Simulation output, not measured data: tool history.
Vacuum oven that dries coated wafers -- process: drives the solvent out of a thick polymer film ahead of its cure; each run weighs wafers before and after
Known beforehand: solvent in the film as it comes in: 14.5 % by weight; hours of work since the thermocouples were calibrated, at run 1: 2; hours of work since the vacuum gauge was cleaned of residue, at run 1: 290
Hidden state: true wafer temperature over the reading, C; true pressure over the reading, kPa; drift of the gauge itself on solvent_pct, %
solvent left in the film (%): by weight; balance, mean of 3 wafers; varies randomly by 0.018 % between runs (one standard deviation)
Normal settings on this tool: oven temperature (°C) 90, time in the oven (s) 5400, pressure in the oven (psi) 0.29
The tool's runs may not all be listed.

| run | hour | oven temperature (°C) | time in the oven (s) | pressure in the oven (psi) | hours of work since the thermocouples were calibrated | hours of work since the vacuum gauge was cleaned of residue | solvent left in the film (%) |
|---|---|---|---|---|---|---|---|
| 1 | 0 | 90 | 5400 | 0.29 | 2 | 290 | 1.66 |
| 2 | 25.8 | 90 | 5400 | 0.493 | 20 | 308 | 2.48 |
| 3 | 45 | 90 | 5400 | 0.493 | 34 | 322 | 2.51 |
| 4 | 70.5 | 90 | 5400 | 0.493 | 52 | 340 | 2.57 |
| 5 | 96.1 | 90 | 5400 | 0.493 | 70 | 358 | 2.57 |
| 6 | 119.4 | 90 | 5400 | 0.35 | 87 | 375 | 1.93 |
| 7 | 137.9 | 90 | 5400 | 0.35 | 100 | 388 | 1.98 |
| 8 | 155.4 | 90 | 5400 | 0.35 | 112 | 400 | 1.99 |
| 9 | 179.5 | 90 | 5400 | 0.29 | 130 | 417 | 1.73 |
| 10 | 200.1 | 90 | 5400 | 0.29 | 144 | 432 | 1.73 |
| 11 | 218.3 | 90 | 5400 | 0.29 | 157 | 445 | 1.73 |
| 12 | 237.1 | 90 | 5400 | 0.29 | 171 | 458 | 1.72 |
| 13 | 249.2 | 88 | 5400 | 0.29 | 179 | 467 | 2.02 |
| 14 | 267.4 | 88 | 5400 | 0.29 | 192 | 480 | 2.03 |
| 15 | 282.8 | 90 | 5400 | 0.29 | 203 | 491 | 1.79 |
| 16 | 305 | 90 | 5400 | 0.213 | 219 | 507 | 1.43 |
| 17 | 316.9 | 90 | 5400 | 0.213 | 227 | 515 | 1.43 |
| 18 | 333.5 | 90 | 5400 | 0.74 | 239 | 527 | 3.68 |
| 19 | 352.4 | 90 | 5400 | 0.173 | 252 | 540 | 1.27 |
| 20 | 363.8 | 90 | 5400 | 0.173 | 261 | 548 | 1.26 |
| 21 | 383.3 | 90 | 5400 | 0.173 | 274 | 562 | 1.27 |
| 22 | 407.1 | 90 | 5400 | 0.173 | 291 | 579 | 1.27 |
| 23 | 426.2 | 94 | 3840 | 0.331 | 305 | 593 | 1.93 |
| 24 | 441.9 | 86 | 3840 | 0.19 | 316 | 604 | 2.79 |
| 25 | 468.2 | 104 | 5400 | 0.345 | 335 | 623 | 1 |
| 26 | 490.8 | 77 | 5460 | 0.352 | 351 | 639 | 4.75 |
| 27 | 512.2 | 77 | 5460 | 0.352 | 366 | 654 | 4.8 |
| 28 | 537.5 | 84 | 7620 | 0.806 | 384 | 672 | 5.03 |
| 29 | 553.7 | 85 | 7440 | 0.703 | 396 | 683 | 4.24 |
| 30 | 568.4 | 86 | 2880 | 0.615 | 406 | 694 | 5.58 |
| 31 | 590.3 | 77 | 2880 | 0.896 | 422 | 709 | 9.64 |
| 32 | 605.3 | 101 | 2880 | 0.896 | 432 | 720 | 3.21 |
| 33 | 620 | 79 | 3720 | 0.727 | 443 | 731 | 7.52 |
| 34 | 645.7 | 90 | 5400 | 0.336 | 461 | 749 | 2.06 |
| 35 | 656.8 | 102 | 5400 | 0.373 | 469 | 757 | 1.17 |
| 36 | 668.4 | 102 | 5400 | 0.373 | 477 | 765 | 1.2 |
| 37 | 687.6 | 102 | 5400 | 0.373 | 491 | 779 | 1.18 |
| 38 | 714.6 | 84 | 3480 | 0.186 | 510 | 798 | 3.74 |
| 39 | 731.3 | 84 | 3480 | 0.186 | 522 | 810 | 3.78 |
| 40 | 755.8 | 75 | 3480 | 0.234 | 539 | 827 | 6.36 |
| 41 | 770.8 | 85 | 5580 | 0.587 | 550 | 838 | 4.13 |
| 42 | 785 | 85 | 5580 | 0.587 | 560 | 848 | 4.13 |
| 43 | 807.3 | 85 | 3780 | 0.788 | 576 | 864 | 6.03 |
| 44 | 824.8 | 90 | 6360 | 0.403 | 588 | 876 | 2.24 |

Subtracting, for every run, the result it would have given without the tool's unlogged condition from the measured result gives the following. The same run-to-run variation enters both numbers; the gauge's scatter may not:
| run | solvent left in the film (%) |
|---|---|
| 1 | +0.08 |
| 2 | +0.1 |
| 3 | +0.11 |
| 4 | +0.12 |
| 5 | +0.12 |
| 6 | +0.13 |
| 7 | +0.13 |
| 8 | +0.13 |
| 9 | +0.14 |
| 10 | +0.15 |
| 11 | +0.15 |
| 12 | +0.16 |
| 13 | +0.19 |
| 14 | +0.19 |
| 15 | +0.18 |
| 16 | +0.17 |
| 17 | +0.18 |
| 18 | +0.24 |
| 19 | +0.18 |
| 20 | +0.18 |
| 21 | +0.2 |
| 22 | +0.2 |
| 23 | +0.22 |
| 24 | +0.32 |
| 25 | +0.11 |
| 26 | +0.46 |
| 27 | +0.48 |
| 28 | +0.41 |
| 29 | +0.38 |
| 30 | +0.46 |
| 31 | +0.54 |
| 32 | +0.29 |
| 33 | +0.57 |
| 34 | +0.3 |
| 35 | +0.15 |
| 36 | +0.15 |
| 37 | +0.15 |
| 38 | +0.5 |
| 39 | +0.51 |
| 40 | +0.61 |
| 41 | +0.52 |
| 42 | +0.52 |
| 43 | +0.62 |
| 44 | +0.35 |
